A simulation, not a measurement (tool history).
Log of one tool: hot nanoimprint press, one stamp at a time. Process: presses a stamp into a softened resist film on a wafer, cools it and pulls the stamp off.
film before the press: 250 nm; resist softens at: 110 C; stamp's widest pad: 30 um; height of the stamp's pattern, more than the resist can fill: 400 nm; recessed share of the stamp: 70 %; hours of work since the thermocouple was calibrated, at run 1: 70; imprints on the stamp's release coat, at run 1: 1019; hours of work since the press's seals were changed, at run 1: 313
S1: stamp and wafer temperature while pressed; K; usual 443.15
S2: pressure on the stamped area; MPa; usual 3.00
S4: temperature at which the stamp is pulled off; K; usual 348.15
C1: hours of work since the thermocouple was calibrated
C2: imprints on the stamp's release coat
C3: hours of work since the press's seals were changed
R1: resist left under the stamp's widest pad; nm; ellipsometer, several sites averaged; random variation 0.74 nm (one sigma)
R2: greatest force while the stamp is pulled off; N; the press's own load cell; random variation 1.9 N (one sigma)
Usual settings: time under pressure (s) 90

Run 1, day 0.000: usual settings; C1 70; C2 1019; C3 313. Result: R1 104.9 nm, R2 103 N.
Run 2, day 0.667: usual settings; C1 78; C2 1066; C3 321. Result: R1 103.9 nm, R2 101 N.
Run 3, day 1.112: usual settings; C1 84; C2 1097; C3 326. Result: R1 106.1 nm, R2 104 N.
Run 4, day 1.967: usual settings; C1 94; C2 1157; C3 337. Result: R1 104.9 nm, R2 101 N.
At day 2.683: stamp cleaned and given a new release coat.
Run 5, day 2.742: usual settings; C1 101; C2 4; C3 343. Result: R1 105.1 nm, R2 101 N.
Run 6, day 3.442: usual settings; C1 109; C2 54; C3 351. Result: R1 105.7 nm, R2 99 N.
Run 7, day 4.117: usual settings but S1 433.15 K, S2 1.89 MPa, time under pressure (s) 119, S4 339.15 K; C1 117; C2 101; C3 360. Result: R1 179.0 nm, R2 110 N.
Run 8, day 4.804: usual settings but S1 433.15 K, S2 1.89 MPa, time under pressure (s) 119, S4 339.15 K; C1 126; C2 150; C3 368. Result: R1 178.7 nm, R2 110 N.
Run 9, day 5.404: usual settings but S1 433.15 K, S2 1.89 MPa, time under pressure (s) 119, S4 339.15 K; C1 133; C2 192; C3 375. Result: R1 176.6 nm, R2 107 N.
Run 10, day 6.021: usual settings but S2 2.20 MPa; C1 140; C2 235; C3 383. Result: R1 121.1 nm, R2 102 N.

Forecast each of these 3 alternatives for the next run:
Run A, day 6.529: usual settings but time under pressure (s) 141, S4 341.15 K; C1 147; C2 271; C3 389. Result: R1 ?, R2 ?.
Run B, day 6.529: usual settings but S4 338.15 K; C1 147; C2 271; C3 389. Result: R1 ?, R2 ?.
Run C, day 6.529: usual settings but S1 436.15 K, S2 2.59 MPa, S4 352.15 K; C1 147; C2 271; C3 389. Result: R1 ?, R2 ?.

run     R1   R2
  A   87.7  111
  B  105.2  108
  C  156.3   98
Without the tool's hidden state the same runs would have given:
run     R1   R2
  A   87.7  111
  B  105.2  108
  C  156.2   98

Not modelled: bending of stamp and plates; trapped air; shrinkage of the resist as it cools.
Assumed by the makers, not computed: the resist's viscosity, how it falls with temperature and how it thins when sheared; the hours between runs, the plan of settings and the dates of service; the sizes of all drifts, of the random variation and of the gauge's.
